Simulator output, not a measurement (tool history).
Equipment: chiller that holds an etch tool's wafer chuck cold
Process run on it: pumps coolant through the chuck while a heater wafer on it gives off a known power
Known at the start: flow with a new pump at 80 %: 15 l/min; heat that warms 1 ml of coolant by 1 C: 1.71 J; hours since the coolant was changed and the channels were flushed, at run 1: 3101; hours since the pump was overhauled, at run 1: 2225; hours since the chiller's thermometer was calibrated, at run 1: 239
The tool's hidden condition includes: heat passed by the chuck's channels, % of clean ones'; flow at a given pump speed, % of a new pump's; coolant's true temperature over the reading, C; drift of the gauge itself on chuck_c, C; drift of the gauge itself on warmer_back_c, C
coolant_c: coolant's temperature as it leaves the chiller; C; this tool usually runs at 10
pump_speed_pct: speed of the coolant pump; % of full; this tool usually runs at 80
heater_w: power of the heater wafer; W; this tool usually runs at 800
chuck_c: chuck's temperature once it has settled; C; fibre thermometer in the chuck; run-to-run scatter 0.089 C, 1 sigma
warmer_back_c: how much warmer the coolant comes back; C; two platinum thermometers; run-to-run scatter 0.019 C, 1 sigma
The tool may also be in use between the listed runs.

| run | hour | coolant_c | pump_speed_pct | heater_w | hours since the coolant was changed and the channels were flushed | hours since the pump was overhauled | hours since the chiller's thermometer was calibrated | chuck_c | warmer_back_c |
|---|---|---|---|---|---|---|---|---|---|
| 1 | 0 | 10 | 80 | 800 | 3101 | 2225 | 239 | 15.09 | 1.94 |
| 2 | 69.4 | 10 | 80 | 800 | 3171 | 2295 | 308 | 14.88 | 1.89 |
| 3 | 101.9 | 10 | 80 | 800 | 3203 | 2327 | 341 | 15.2 | 1.9 |
| 4 | 135.8 | 10 | 80 | 800 | 3237 | 2361 | 375 | 15.09 | 1.91 |
| 5 | 180.7 | 10 | 80 | 800 | 3282 | 2406 | 420 | 15.04 | 1.9 |
| 6 | 210 | 10 | 99 | 800 | 3311 | 2435 | 449 | 14.07 | 1.49 |
| 7 | 257 | 10 | 92 | 800 | 3358 | 2482 | 496 | 14.39 | 1.61 |
| 8 | 321.5 | 10 | 92 | 800 | 3423 | 2547 | 560 | 14.3 | 1.62 |
| 9 | 385.3 | 10 | 92 | 800 | 3487 | 2610 | 624 | 14.44 | 1.62 |
| 10 | 429.9 | 10 | 92 | 800 | 3531 | 2655 | 669 | 14.46 | 1.63 |
| 11 | 492.5 | 10 | 92 | 800 | 3594 | 2718 | 731 | 14.44 | 1.62 |
| 12 | 528.9 | 10 | 80 | 800 | 3630 | 2754 | 768 | 15.15 | 1.92 |
| 13 | 589.9 | 10 | 80 | 800 | 3691 | 2815 | 829 | 15.07 | 1.91 |
| 14 | 629.2 | 10 | 93 | 800 | 3731 | 2854 | 868 | 14.38 | 1.61 |
| 15 | 659.7 | 16 | 80 | 800 | 3761 | 2885 | 899 | 21.04 | 1.91 |
| 16 | 726.9 | 10 | 87 | 683 | 3828 | 2952 | 966 | 14.07 | 1.5 |
| 17 | 778 | 4 | 87 | 683 | 3879 | 3003 | 1017 | 7.96 | 1.52 |
| 18 | 847.3 | 4 | 87 | 683 | 3949 | 3072 | 1086 | 8.05 | 1.49 |
| 19 | 887.3 | 10 | 64 | 863 | 3989 | 3112 | 1126 | 16.88 | 2.7 |
| 20 | 941 | 10 | 84 | 402 | 4042 | 3166 | 1180 | 12.27 | 0.9 |
| 21 | 971.9 | 5 | 91 | 437 | 4073 | 3197 | 1211 | 7.36 | 0.91 |
| 22 | 1032.1 | 5 | 91 | 437 | 4134 | 3257 | 1271 | 7.57 | 0.89 |
| 23 | 1104.9 | 3 | 67 | 800 | 4206 | 3330 | 1344 | 9.06 | 2.39 |
| 24 | 1154.3 | 15 | 90 | 554 | 4256 | 3379 | 1393 | 18.31 | 1.16 |

Run 25, settings as shown, results not yet in. Your forecast:
| 25 | 1188.5 | 19 | 68 | 759 | 4290 | 3414 | 1427 | ? | ? |

chuck_c: 24.81 C
warmer_back_c: 2.2 C
Minus the tool's unlogged condition, the same run would have read chuck_c 24.29 C, warmer_back_c 2.13 C.
